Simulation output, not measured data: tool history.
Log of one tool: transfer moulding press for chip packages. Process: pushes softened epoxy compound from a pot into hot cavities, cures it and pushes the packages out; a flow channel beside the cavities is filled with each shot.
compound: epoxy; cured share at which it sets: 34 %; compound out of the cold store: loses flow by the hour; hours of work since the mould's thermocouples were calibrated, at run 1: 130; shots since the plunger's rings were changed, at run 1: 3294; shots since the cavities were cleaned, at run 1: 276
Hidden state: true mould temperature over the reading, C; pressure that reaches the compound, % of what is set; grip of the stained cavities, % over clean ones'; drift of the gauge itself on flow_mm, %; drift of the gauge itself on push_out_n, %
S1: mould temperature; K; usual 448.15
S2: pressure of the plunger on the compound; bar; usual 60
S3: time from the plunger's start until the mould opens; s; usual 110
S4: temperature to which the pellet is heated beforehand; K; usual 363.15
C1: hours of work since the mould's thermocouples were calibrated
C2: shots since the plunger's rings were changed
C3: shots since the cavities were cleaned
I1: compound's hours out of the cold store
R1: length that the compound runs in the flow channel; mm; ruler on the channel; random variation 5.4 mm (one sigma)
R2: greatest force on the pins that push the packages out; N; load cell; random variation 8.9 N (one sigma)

run,hour,S1,S2,S3,S4,C1,C2,C3,I1,R1,R2
1,0,448.15,60,110,363.15,130,3294,276,47.1,544,479
2,8.2,446.15,60,110,363.15,135,3373,355,31,602,579
3,19.5,446.15,60,110,363.15,142,3483,465,15.2,676,632
4,27.8,446.15,60,110,363.15,147,3564,546,8.6,692,669
# hour 31.9: cavities cleaned with cleaning compound and waxed
5,41.6,446.15,60,110,363.15,155,3683,94,27,619,724
# hour 56.1: plunger's sealing rings changed
# hour 60.3: cavities cleaned with cleaning compound and waxed, once more
6,63.9,446.15,60,110,363.15,166,62,35,46.2,592,456
7,75.6,446.15,54.9,110,363.15,173,176,149,17.4,678,540
8,93.9,448.15,60,110,363.15,184,353,326,9.2,734,559
9,110.8,448.15,60,110,363.15,194,518,491,26.9,657,541
# hour 120.2: cavities cleaned with cleaning compound and waxed
10,129.9,448.15,60,110,355.15,204,689,94,16.5,703,475
11,138.3,448.15,60,110,355.15,210,771,176,21.7,676,495
12,146.3,448.15,60,110,355.15,214,848,253,13.6,717,520
13,155.7,453.15,60,110,363.15,220,939,344,15.1,687,458
14,169.7,444.15,60,110,363.15,228,1075,480,45.8,583,658
15,177.8,450.15,52.4,110,365.15,233,1154,559,14.7,653,566
# hour 180.2: cavities cleaned with cleaning compound and waxed
16,190.1,448.15,60,90,363.15,240,1259,96,40.6,594,604
17,205.6,449.15,64.4,146,353.15,249,1409,246,26,662,395
18,217.2,449.15,64.4,146,353.15,256,1523,360,36.5,625,420
19,231.9,449.15,64.4,146,353.15,265,1665,502,11.7,724,452
# hour 239.7: cavities cleaned with cleaning compound and waxed
20,245.4,449.15,62.7,93,353.15,272,1782,56,33.8,623,522
21,262.2,443.15,60,104,372.15,283,1945,219,46.3,574,649
22,269.9,449.15,48.8,104,372.15,287,2020,294,27.1,571,521
23,278.2,449.15,48.8,104,372.15,292,2101,375,20.7,596,558
24,290.5,449.15,69.7,104,365.15,300,2220,494,11.9,759,610
# hour 299.1: cavities cleaned with cleaning compound and waxed
25,308.2,449.15,69.7,104,365.15,309,2377,88,43.8,611,436
26,323.7,446.15,47.3,114,360.15,319,2528,239,9.7,626,542
27,342.1,446.15,47.3,114,360.15,330,2707,418,26.9,564,582
28,350.1,443.15,66.9,127,366.15,335,2784,495,44.6,607,569

The same runs without the tool's hidden state, with the same run-to-run variation:
run,R1,R2
1,581,390
2,644,453
3,724,468
4,744,484
5,666,443
6,592,424
7,680,460
8,738,434
9,663,392
10,711,416
11,684,411
12,727,412
13,698,352
14,594,471
15,666,398
16,607,536
17,678,327
18,641,325
19,744,329
20,643,482
21,594,532
22,592,415
23,618,428
24,789,442
25,637,391
26,655,435
27,591,431
28,637,411
